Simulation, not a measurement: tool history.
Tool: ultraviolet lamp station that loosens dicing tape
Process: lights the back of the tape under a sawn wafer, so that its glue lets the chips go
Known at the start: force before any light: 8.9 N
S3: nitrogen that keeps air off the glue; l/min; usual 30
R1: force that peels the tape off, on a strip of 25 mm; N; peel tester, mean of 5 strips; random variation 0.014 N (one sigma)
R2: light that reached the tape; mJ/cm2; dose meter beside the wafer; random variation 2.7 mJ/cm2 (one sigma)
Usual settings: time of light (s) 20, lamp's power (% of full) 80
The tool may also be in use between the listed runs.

{"run": 1, "hour": 0.0, "time of light (s)": 20, "lamp's power (% of full)": 80, "S3": 30, "R1": 0.761, "R2": 336}
{"run": 2, "hour": 6.4, "time of light (s)": 20, "lamp's power (% of full)": 80, "S3": 30, "R1": 0.733, "R2": 331}
{"run": 3, "hour": 13.2, "time of light (s)": 20, "lamp's power (% of full)": 80, "S3": 30, "R1": 0.73, "R2": 330}
{"run": 4, "hour": 24.0, "time of light (s)": 20, "lamp's power (% of full)": 80, "S3": 30, "R1": 0.741, "R2": 325}
{"run": 5, "hour": 31.9, "time of light (s)": 20, "lamp's power (% of full)": 87, "S3": 30, "R1": 0.621, "R2": 353}
{"run": 6, "hour": 38.7, "time of light (s)": 20, "lamp's power (% of full)": 87, "S3": 30, "R1": 0.654, "R2": 347}
{"run": 7, "hour": 46.8, "time of light (s)": 15, "lamp's power (% of full)": 80, "S3": 30, "R1": 1.298, "R2": 243}
{"run": 8, "hour": 58.1, "time of light (s)": 15, "lamp's power (% of full)": 61, "S3": 30, "R1": 2.048, "R2": 187}
{"run": 9, "hour": 69.9, "time of light (s)": 15, "lamp's power (% of full)": 61, "S3": 30, "R1": 2.087, "R2": 188}
{"run": 10, "hour": 78.9, "time of light (s)": 15, "lamp's power (% of full)": 61, "S3": 30, "R1": 2.152, "R2": 183}
{"run": 11, "hour": 91.0, "time of light (s)": 15, "lamp's power (% of full)": 61, "S3": 30, "R1": 2.086, "R2": 182}
{"run": 12, "hour": 95.9, "time of light (s)": 20, "lamp's power (% of full)": 80, "S3": 30, "R1": 0.791, "R2": 319}
{"run": 13, "hour": 103.9, "time of light (s)": 20, "lamp's power (% of full)": 80, "S3": 30, "R1": 0.932, "R2": 305}
{"run": 14, "hour": 111.8, "time of light (s)": 20, "lamp's power (% of full)": 80, "S3": 30, "R1": 0.903, "R2": 301}
{"run": 15, "hour": 121.8, "time of light (s)": 20, "lamp's power (% of full)": 80, "S3": 20, "R1": 1.292, "R2": 297}
{"run": 16, "hour": 130.7, "time of light (s)": 20, "lamp's power (% of full)": 80, "S3": 20, "R1": 1.242, "R2": 296}
{"run": 17, "hour": 136.3, "time of light (s)": 32, "lamp's power (% of full)": 80, "S3": 30, "R1": 0.277, "R2": 543}
{"run": 18, "hour": 143.3, "time of light (s)": 20, "lamp's power (% of full)": 98, "S3": 30, "R1": 0.452, "R2": 419}
{"run": 19, "hour": 148.6, "time of light (s)": 20, "lamp's power (% of full)": 98, "S3": 30, "R1": 0.448, "R2": 414}
{"run": 20, "hour": 156.4, "time of light (s)": 20, "lamp's power (% of full)": 98, "S3": 30, "R1": 0.446, "R2": 418}
{"run": 21, "hour": 167.0, "time of light (s)": 20, "lamp's power (% of full)": 98, "S3": 30, "R1": 0.46, "R2": 412}
{"run": 22, "hour": 176.6, "time of light (s)": 28, "lamp's power (% of full)": 74, "S3": 21, "R1": 0.584, "R2": 436}
{"run": 23, "hour": 185.1, "time of light (s)": 12, "lamp's power (% of full)": 62, "S3": 22, "R1": 2.987, "R2": 156}
{"run": 24, "hour": 190.5, "time of light (s)": 24, "lamp's power (% of full)": 74, "S3": 53, "R1": 0.377, "R2": 371}
{"run": 25, "hour": 201.3, "time of light (s)": 15, "lamp's power (% of full)": 68, "S3": 32, "R1": 1.662, "R2": 211}
{"run": 26, "hour": 208.0, "time of light (s)": 15, "lamp's power (% of full)": 68, "S3": 32, "R1": 1.608, "R2": 212}
{"run": 27, "hour": 216.7, "time of light (s)": 20, "lamp's power (% of full)": 80, "S3": 38, "R1": 0.595, "R2": 335}
{"run": 28, "hour": 222.1, "time of light (s)": 20, "lamp's power (% of full)": 80, "S3": 38, "R1": 0.618, "R2": 333}
{"run": 29, "hour": 233.2, "time of light (s)": 20, "lamp's power (% of full)": 80, "S3": 38, "R1": 0.643, "R2": 325}
{"run": 30, "hour": 244.6, "time of light (s)": 20, "lamp's power (% of full)": 80, "S3": 38, "R1": 0.621, "R2": 332}
{"run": 31, "hour": 255.5, "time of light (s)": 20, "lamp's power (% of full)": 80, "S3": 38, "R1": 0.637, "R2": 328}
{"run": 32, "hour": 260.9, "time of light (s)": 20, "lamp's power (% of full)": 80, "S3": 38, "R1": 0.645, "R2": 327}
{"run": 33, "hour": 270.0, "time of light (s)": 20, "lamp's power (% of full)": 80, "S3": 38, "R1": 0.657, "R2": 323}
{"run": 34, "hour": 281.0, "time of light (s)": 11, "lamp's power (% of full)": 72, "S3": 38, "R1": 2.288, "R2": 160}
{"run": 35, "hour": 291.0, "time of light (s)": 36, "lamp's power (% of full)": 80, "S3": 30, "R1": 0.244, "R2": 580}
{"run": 36, "hour": 296.6, "time of light (s)": 20, "lamp's power (% of full)": 66, "S3": 51, "R1": 0.814, "R2": 266}
{"run": 37, "hour": 308.0, "time of light (s)": 20, "lamp's power (% of full)": 66, "S3": 51, "R1": 0.845, "R2": 266}
{"run": 38, "hour": 314.1, "time of light (s)": 35, "lamp's power (% of full)": 66, "S3": 30, "R1": 0.374, "R2": 456}
{"run": 39, "hour": 324.8, "time of light (s)": 33, "lamp's power (% of full)": 83, "S3": 30, "R1": 0.273, "R2": 549}
{"run": 40, "hour": 336.1, "time of light (s)": 39, "lamp's power (% of full)": 90, "S3": 30, "R1": 0.199, "R2": 695}
{"run": 41, "hour": 342.7, "time of light (s)": 21, "lamp's power (% of full)": 94, "S3": 47, "R1": 0.376, "R2": 390}

Taken out of this log: 2 entries between the listed runs. Where each belongs, and how the hidden state differs across it:
Between runs 12 and 13: window cleaned of glue's vapour (hour 97.1)
  lamp's light, % of a new lamp's: 96.9 -> 96.8; light that the window lets through, % of a clean one's: 91.6 -> 87
  measured less the result without the state, R1: +0.175 -> +0.278 N; R2: -41 -> -57 mJ/cm2
Between runs 16 and 17: window cleaned of glue's vapour, once more (hour 134.2)
  lamp's light, % of a new lamp's: 96.2 -> 96; light that the window lets through, % of a clean one's: 86.6 -> 99.1
  measured less the result without the state, R1: +0.366 -> +0.020 N; R2: -60 -> -28 mJ/cm2

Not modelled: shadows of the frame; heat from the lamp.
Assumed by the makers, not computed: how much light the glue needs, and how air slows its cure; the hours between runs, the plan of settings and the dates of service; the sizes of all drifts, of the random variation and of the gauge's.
